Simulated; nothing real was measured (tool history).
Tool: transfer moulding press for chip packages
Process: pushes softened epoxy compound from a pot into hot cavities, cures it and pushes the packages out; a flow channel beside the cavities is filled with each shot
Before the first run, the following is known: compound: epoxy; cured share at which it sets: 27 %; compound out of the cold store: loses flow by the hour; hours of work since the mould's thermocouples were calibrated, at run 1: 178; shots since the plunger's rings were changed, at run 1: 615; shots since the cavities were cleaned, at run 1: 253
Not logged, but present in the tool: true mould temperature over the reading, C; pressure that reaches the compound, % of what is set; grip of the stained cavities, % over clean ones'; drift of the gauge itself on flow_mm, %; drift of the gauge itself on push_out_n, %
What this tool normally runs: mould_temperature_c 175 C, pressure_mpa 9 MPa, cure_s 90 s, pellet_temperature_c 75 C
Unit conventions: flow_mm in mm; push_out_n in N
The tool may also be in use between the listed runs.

run	hour	mould_temperature_c	pressure_mpa	cure_s	pellet_temperature_c	hours of work since the mould's thermocouples were calibrated	shots since the plunger's rings were changed	shots since the cavities were cleaned	incoming compound's hours out of the cold store	flow_mm	push_out_n
1	0	175	9	90	75	178	615	253	40.1	777	791
2	12.1	175	9	90	75	185	760	398	20.3	820	891
3	17.5	175	9.68	90	75	189	825	463	15.2	858	978
# hour 21.8: cavities cleaned with cleaning compound and waxed
4	24.4	175	9.68	90	75	192	889	31	20.4	846	687
5	29.7	175	9.68	90	75	195	953	95	28	832	692
6	35	175	7.35	90	75	198	1017	159	18.7	738	770
7	47.4	183	9	90	81	206	1166	308	29.8	767	608
8	58.6	183	9	90	81	213	1299	441	36.8	752	637
# hour 61.3: mould's thermocouples calibrated
# hour 65.9: cavities cleaned with cleaning compound and waxed
9	71.9	183	9	90	81	5	1417	72	24.7	769	492
10	81.8	183	9	90	81	12	1536	191	19.2	782	541
# hour 84.5: mould's thermocouples calibrated, once more
11	94.9	182	8.08	76	82	6	1668	323	38.7	707	750

What if the next run were any one of these 4? Each begins from the tool's condition after run 11:
A	105.1	173	9	108	75	13	1791	446	25.6	?	?
B	105.1	172	9	90	75	13	1791	446	33.6	?	?
C	105.1	175	9	90	78	13	1791	446	13.3	?	?
D	105.1	175	9	88	77	13	1791	446	17.2	?	?

run	flow_mm	push_out_n
A	808	745
B	794	1169
C	819	952
D	810	1032
Without the tool's hidden state the same runs would have given:
run	flow_mm	push_out_n
A	823	496
B	809	774
C	834	634
D	825	684

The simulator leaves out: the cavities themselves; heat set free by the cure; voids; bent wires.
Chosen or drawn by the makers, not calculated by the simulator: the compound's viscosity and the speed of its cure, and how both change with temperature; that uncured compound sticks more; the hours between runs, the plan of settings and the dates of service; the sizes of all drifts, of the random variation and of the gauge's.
